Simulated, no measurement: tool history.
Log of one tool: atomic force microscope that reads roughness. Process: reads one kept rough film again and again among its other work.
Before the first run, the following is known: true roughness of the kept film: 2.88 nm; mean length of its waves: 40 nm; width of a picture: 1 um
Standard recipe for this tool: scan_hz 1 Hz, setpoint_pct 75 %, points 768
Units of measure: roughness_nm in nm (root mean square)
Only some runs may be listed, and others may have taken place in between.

Run 1, hour 0: usual settings. Result: roughness_nm 2.493 nm (root mean square).
Run 2, hour 52.3: usual settings. Result: roughness_nm 2.563 nm (root mean square).
Run 3, hour 85.8: usual settings. Result: roughness_nm 2.508 nm (root mean square).
Run 4, hour 132.1: usual settings but setpoint_pct 74 %. Result: roughness_nm 2.597 nm (root mean square).
Run 5, hour 190.7: usual settings but setpoint_pct 74 %. Result: roughness_nm 2.496 nm (root mean square).
Run 6, hour 258.6: usual settings but setpoint_pct 63 %. Result: roughness_nm 2.587 nm (root mean square).
Run 7, hour 309.9: usual settings but setpoint_pct 68 %. Result: roughness_nm 2.603 nm (root mean square).
Run 8, hour 343: usual settings but setpoint_pct 68 %. Result: roughness_nm 2.573 nm (root mean square).
Run 9, hour 400.5: usual settings but setpoint_pct 68 %. Result: roughness_nm 2.602 nm (root mean square).
Run 10, hour 461.7: usual settings but points 483. Result: roughness_nm 2.603 nm (root mean square).
Run 11, hour 516.9: usual settings but setpoint_pct 65 %, points 483. Result: roughness_nm 2.583 nm (root mean square).
Run 12, hour 592.5: usual settings but setpoint_pct 65 %, points 483. Result: roughness_nm 2.592 nm (root mean square).
Run 13, hour 624.3: usual settings but setpoint_pct 65 %, points 483. Result: roughness_nm 2.682 nm (root mean square).
Run 14, hour 699.8: usual settings but scan_hz 3.52 Hz, setpoint_pct 65 %, points 422. Result: roughness_nm 2.396 nm (root mean square).
Run 15, hour 769.7: usual settings but scan_hz 0.75 Hz, points 646. Result: roughness_nm 2.557 nm (root mean square).
Run 16, hour 826.7: usual settings but scan_hz 3.28 Hz, setpoint_pct 76 %, points 432. Result: roughness_nm 2.287 nm (root mean square).
Run 17, hour 879.1: usual settings but scan_hz 3.28 Hz, setpoint_pct 76 %, points 432. Result: roughness_nm 2.343 nm (root mean square).
Run 18, hour 937.4: usual settings but scan_hz 3.28 Hz, setpoint_pct 76 %, points 432. Result: roughness_nm 2.254 nm (root mean square).
Run 19, hour 991.6: usual settings but scan_hz 0.91 Hz, points 641. Result: roughness_nm 2.589 nm (root mean square).
Run 20, hour 1053.4: usual settings but points 691. Result: roughness_nm 2.634 nm (root mean square).
Run 21, hour 1111.8: usual settings but scan_hz 1.55 Hz. Result: roughness_nm 2.486 nm (root mean square).
Run 22, hour 1158.7: usual settings but scan_hz 0.88 Hz, setpoint_pct 85 %. Result: roughness_nm 2.525 nm (root mean square).
Run 23, hour 1233.3: usual settings but scan_hz 0.88 Hz, setpoint_pct 85 %. Result: roughness_nm 2.541 nm (root mean square).
Run 24, hour 1289.6: usual settings but scan_hz 1.62 Hz, setpoint_pct 67 %. Result: roughness_nm 2.5 nm (root mean square).
Run 25, hour 1355.7: usual settings but scan_hz 1.62 Hz, setpoint_pct 56 %, points 526. Result: roughness_nm 2.588 nm (root mean square).

Withheld: 16 entries from between the runs. Position of each, and hidden state at the listed run before versus the listed run after:
Logged between run 1 and run 2: new tip fitted (hour 26.3)
  radius of the tip, nm: 13.6 -> 9.1; height scale over the true one, %: 0.15 -> 0.21
  measured minus no-state result, roughness_nm: -0.107 -> -0.03 nm (root mean square)
Logged between run 3 and run 4: new tip fitted (hour 111.9)
  radius of the tip, nm: 12.4 -> 8.8; height scale over the true one, %: 0.25 -> 0.31
  measured minus no-state result, roughness_nm: -0.085 -> -0.023 nm (root mean square)
Logged between run 5 and run 6: new tip fitted (hour 195.4)
  radius of the tip, nm: 14.1 -> 13.1; height scale over the true one, %: 0.38 -> 0.47
  measured minus no-state result, roughness_nm: -0.109 -> -0.095 nm (root mean square)
Logged between run 6 and run 7: new tip fitted (hour 280.5)
  radius of the tip, nm: 13.1 -> 9.9; height scale over the true one, %: 0.47 -> 0.52
  measured minus no-state result, roughness_nm: -0.095 -> -0.037 nm (root mean square)
Logged between run 8 and run 9: new tip fitted (hour 368.1)
  radius of the tip, nm: 12.6 -> 9.6; height scale over the true one, %: 0.56 -> 0.62
  measured minus no-state result, roughness_nm: -0.083 -> -0.03 nm (root mean square)
Logged between run 9 and run 10: new tip fitted (hour 455.8)
  radius of the tip, nm: 9.6 -> 7.7; height scale over the true one, %: 0.62 -> 0.69
  measured minus no-state result, roughness_nm: -0.03 -> +0.006 nm (root mean square)
Logged between run 11 and run 12: new tip fitted (hour 541.3)
  radius of the tip, nm: 12.4 -> 11.8; height scale over the true one, %: 0.76 -> 0.84
  measured minus no-state result, roughness_nm: -0.075 -> -0.062 nm (root mean square)
Logged between run 12 and run 13: new tip fitted (hour 624.3)
  radius of the tip, nm: 11.8 -> 7.5; height scale over the true one, %: 0.84 -> 0.87
  measured minus no-state result, roughness_nm: -0.062 -> +0.014 nm (root mean square)
Logged between run 14 and run 15: new tip fitted (hour 710.4)
  radius of the tip, nm: 13.9 -> 12.5; height scale over the true one, %: 0.96 -> 1.04
  measured minus no-state result, roughness_nm: -0.088 -> -0.068 nm (root mean square)
Logged between run 15 and run 16: new tip fitted (hour 795.8)
  radius of the tip, nm: 12.5 -> 10.3; height scale over the true one, %: 1.04 -> 1.11
  measured minus no-state result, roughness_nm: -0.068 -> -0.026 nm (root mean square)
Logged between run 16 and run 17: new tip fitted (hour 879.1)
  radius of the tip, nm: 10.3 -> 7.4; height scale over the true one, %: 1.11 -> 1.17
  measured minus no-state result, roughness_nm: -0.026 -> +0.02 nm (root mean square)
Logged between run 18 and run 19: new tip fitted (hour 965.6)
  radius of the tip, nm: 12.2 -> 9.3; height scale over the true one, %: 1.24 -> 1.3
  measured minus no-state result, roughness_nm: -0.051 -> -0.007 nm (root mean square)
Logged between run 19 and run 20: new tip fitted (hour 1049.6)
  radius of the tip, nm: 9.3 -> 7.5; height scale over the true one, %: 1.3 -> 1.38
  measured minus no-state result, roughness_nm: -0.007 -> +0.027 nm (root mean square)
Logged between run 21 and run 22: new tip fitted (hour 1133.4)
  radius of the tip, nm: 12.5 -> 9.6; height scale over the true one, %: 1.44 -> 1.5
  measured minus no-state result, roughness_nm: -0.057 -> -0.007 nm (root mean square)
Logged between run 22 and run 23: new tip fitted (hour 1217.4)
  radius of the tip, nm: 9.6 -> 9.1; height scale over the true one, %: 1.5 -> 1.58
  measured minus no-state result, roughness_nm: -0.007 -> +0.005 nm (root mean square)
Logged between run 24 and run 25: new tip fitted (hour 1302)
  radius of the tip, nm: 15 -> 12.4; height scale over the true one, %: 1.65 -> 1.72
  measured minus no-state result, roughness_nm: -0.094 -> -0.05 nm (root mean square)
